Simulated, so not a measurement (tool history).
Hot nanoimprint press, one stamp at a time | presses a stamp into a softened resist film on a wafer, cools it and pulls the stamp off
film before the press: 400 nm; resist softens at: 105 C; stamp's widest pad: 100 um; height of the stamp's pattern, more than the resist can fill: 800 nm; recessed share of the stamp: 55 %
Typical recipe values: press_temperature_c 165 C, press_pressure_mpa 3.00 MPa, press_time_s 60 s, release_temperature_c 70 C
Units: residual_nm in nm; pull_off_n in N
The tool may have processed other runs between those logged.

run   hour  press_temperature_c  press_pressure_mpa  press_time_s  release_temperature_c  residual_nm  pull_off_n
  1    0.0                  165                3.00            60                     70        184.3         152
  2   18.7                  165                3.00            60                     70        183.9         147
  3   30.7                  165                3.00            60                     70        181.8         152
  4   53.4                  165                3.00            60                     70        184.2         154
  5   79.7                  165                3.00            60                     70        184.6         153
     100.0  -- stamp cleaned and given a new release coat
  6  100.0                  165                3.00            60                     70        186.7         144
  7  121.5                  165                3.00            60                     70        185.9         144
  8  144.1                  165                2.60            60                     70        200.2         149
  9  166.7                  165                2.60            60                     70        198.3         148
 10  192.0                  165                3.00            60                     64        190.4         161
 11  212.4                  165                3.59            60                     70        175.8         145
 12  226.0                  165                3.59            60                     70        178.0         152
 13  245.7                  165                3.59            60                     70        179.1         157
 14  258.7                  165                3.59            60                     70        179.4         154
     283.1  -- stamp cleaned and given a new release coat
 15  283.1                  165                3.59            60                     70        179.5         139
 16  307.0                  161                1.88            81                     56        256.5         172
 17  333.7                  161                1.88            81                     56        260.9         179
 18  344.9                  161                1.88            81                     56        259.1         179
 19  367.4                  154                1.88            38                     56        368.4         182
 20  391.6                  169                3.29            68                     56        138.3         184
 21  404.9                  175                1.80            68                     56        123.6         182
 22  416.1                  175                1.80            68                     56        123.5         179
 23  435.1                  164                2.46            89                     61        194.9         177
 24  458.9                  164                2.46            89                     61        195.3         180
     467.0  -- stamp cleaned and given a new release coat
     482.2  -- plate thermocouple calibrated
 25  491.1                  164                3.04            89                     68        158.8         150
 26  508.1                  160                3.00            60                     78        239.4         127
 27  532.0                  165                2.40            60                     70        196.3         143
 28  545.4                  158                2.52            60                     63        281.1         163
 29  566.4                  160                3.35            61                     75        229.1         136
 30  581.5                  160                3.35            61                     75        232.3         139

Each row is a separate what-if for the run after 30, all from the same tool condition, not one after another. Results?
  A  603.1                  160                3.35            61                     64            ?           ?
  B  603.1                  173                3.00            60                     70            ?           ?
  C  603.1                  176                3.67            61                     63            ?           ?

run  residual_nm  pull_off_n
  A        231.8         161
  B        106.7         156
  C         79.5         171
The same runs, with their run-to-run variation unchanged, on a tool lacking any hidden condition would have given:
run  residual_nm  pull_off_n
  A        222.9         150
  B        101.9         145
  C         75.5         159

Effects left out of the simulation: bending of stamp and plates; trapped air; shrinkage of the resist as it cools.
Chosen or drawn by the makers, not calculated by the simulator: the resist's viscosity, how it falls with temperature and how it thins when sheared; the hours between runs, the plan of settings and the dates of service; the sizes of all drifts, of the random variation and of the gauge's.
